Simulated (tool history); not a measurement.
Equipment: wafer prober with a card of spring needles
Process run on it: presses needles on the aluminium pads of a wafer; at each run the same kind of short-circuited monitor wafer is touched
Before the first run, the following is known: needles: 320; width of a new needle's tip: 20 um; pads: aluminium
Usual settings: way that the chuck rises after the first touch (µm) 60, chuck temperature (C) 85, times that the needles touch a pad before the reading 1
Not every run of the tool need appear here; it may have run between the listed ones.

| run | hour | way that the chuck rises after the first touch (µm) | chuck temperature (C) | times that the needles touch a pad before the reading | resistance of one needle with its contact and lead (mohm) | way that a needle slides on the pad (µm) |
|---|---|---|---|---|---|---|
| 1 | 0.0 | 60 | 85 | 1 | 151 | 12.86 |
| 2 | 15.1 | 60 | 85 | 1 | 158 | 12.85 |
| 3 | 26.0 | 60 | 85 | 1 | 151 | 12.86 |
| 4 | 47.1 | 62 | 85 | 1 | 152 | 13.25 |
| 5 | 59.0 | 62 | 85 | 1 | 151 | 13.28 |
| 6 | 71.9 | 62 | 85 | 1 | 154 | 13.28 |
| 7 | 84.6 | 54 | 85 | 1 | 157 | 11.57 |
| 8 | 103.2 | 60 | 85 | 2 | 155 | 12.88 |
| 9 | 122.7 | 60 | 85 | 2 | 156 | 12.94 |
| 10 | 137.8 | 60 | 85 | 2 | 152 | 12.91 |
| 11 | 154.5 | 60 | 44 | 1 | 144 | 12.81 |
| 12 | 170.8 | 60 | 44 | 1 | 146 | 12.90 |
| 13 | 181.6 | 60 | 44 | 1 | 146 | 12.81 |
| 14 | 202.4 | 60 | 44 | 1 | 148 | 12.88 |
| 15 | 221.7 | 50 | 85 | 1 | 159 | 10.76 |
| 16 | 233.9 | 50 | 85 | 1 | 159 | 10.77 |
| 17 | 250.0 | 50 | 85 | 1 | 157 | 10.66 |
| 18 | 259.6 | 60 | 28 | 2 | 143 | 12.78 |
| 19 | 280.0 | 66 | 48 | 1 | 143 | 14.11 |
| 20 | 291.0 | 66 | 48 | 1 | 145 | 14.13 |
| 21 | 307.8 | 66 | 48 | 1 | 146 | 14.09 |
| 22 | 329.0 | 58 | 75 | 1 | 152 | 12.41 |
| 23 | 347.6 | 58 | 52 | 1 | 150 | 12.41 |
| 24 | 357.9 | 56 | 45 | 1 | 145 | 12.03 |
| 25 | 368.8 | 51 | 111 | 2 | 161 | 10.94 |
| 26 | 386.7 | 60 | 112 | 1 | 159 | 12.85 |
| 27 | 405.0 | 56 | 85 | 3 | 154 | 11.96 |
| 28 | 420.2 | 56 | 48 | 3 | 149 | 12.00 |
| 29 | 436.9 | 58 | 44 | 1 | 145 | 12.35 |
| 30 | 455.8 | 60 | 32 | 1 | 143 | 12.89 |
| 31 | 471.3 | 60 | 32 | 1 | 144 | 12.82 |
| 32 | 491.2 | 60 | 32 | 1 | 143 | 12.82 |
| 33 | 511.0 | 41 | 31 | 1 | 152 | 8.76 |

Removed from this log: 18 entries logged between the listed runs. Between which two listed runs does each belong, and how does the tool's hidden state at the listed run before it compare with that at the listed run after it?
Runs 3 to 4: tips cleaned on abrasive film (hour 28.9)
  debris on the tips, nm: 2.1 -> 1.8; way that the needles fall short of the set height, um: 0.02 -> 0.03
Runs 4 to 5: tips cleaned on abrasive film (hour 58.0)
  debris on the tips, nm: 1.8 -> 0.4
Runs 5 to 6: height of the first contact set anew (hour 63.3)
  debris on the tips, nm: 0.4 -> 1.6; way that the needles fall short of the set height, um: 0.03 -> 0
Runs 7 to 8: tips cleaned on abrasive film (hour 87.9)
  debris on the tips, nm: 2.2 -> 1.6
Runs 8 to 9: tips cleaned on abrasive film (hour 117.4)
  debris on the tips, nm: 1.6 -> 0.8
Runs 10 to 11: tips cleaned on abrasive film (hour 146.5)
  debris on the tips, nm: 1.9 -> 1.1
Runs 12 to 13: tips cleaned on abrasive film (hour 175.3)
  debris on the tips, nm: 2.1 -> 0.9; way that the needles fall short of the set height, um: 0 -> 0.01
Runs 14 to 15: tips cleaned on abrasive film (hour 204.2)
  debris on the tips, nm: 2.1 -> 1.7
Runs 15 to 16: tips cleaned on abrasive film (hour 233.5)
  debris on the tips, nm: 1.7 -> 0.2
Runs 18 to 19: tips cleaned on abrasive film (hour 264.2)
  debris on the tips, nm: 2.1 -> 1.7
Runs 20 to 21: tips cleaned on abrasive film (hour 293.1)
  debris on the tips, nm: 2.2 -> 1.5
Runs 21 to 22: tips cleaned on abrasive film (hour 323.5)
  debris on the tips, nm: 1.5 -> 0.9
Runs 23 to 24: tips cleaned on abrasive film (hour 353.8)
  debris on the tips, nm: 2.1 -> 0.6
Runs 25 to 26: tips cleaned on abrasive film (hour 382.6)
  debris on the tips, nm: 1.6 -> 0.7; way that the needles fall short of the set height, um: 0.01 -> 0.02; tips' diameter, um: 20.01 -> 20.02
Runs 27 to 28: tips cleaned on abrasive film (hour 411.5)
  debris on the tips, nm: 2 -> 1.1
Runs 29 to 30: tips cleaned on abrasive film (hour 440.6)
  debris on the tips, nm: 2.1 -> 1.6
Runs 30 to 31: tips cleaned on abrasive film (hour 469.8)
  debris on the tips, nm: 1.6 -> 0.4
Runs 32 to 33: tips cleaned on abrasive film (hour 499.3)
  debris on the tips, nm: 1.9 -> 1.5

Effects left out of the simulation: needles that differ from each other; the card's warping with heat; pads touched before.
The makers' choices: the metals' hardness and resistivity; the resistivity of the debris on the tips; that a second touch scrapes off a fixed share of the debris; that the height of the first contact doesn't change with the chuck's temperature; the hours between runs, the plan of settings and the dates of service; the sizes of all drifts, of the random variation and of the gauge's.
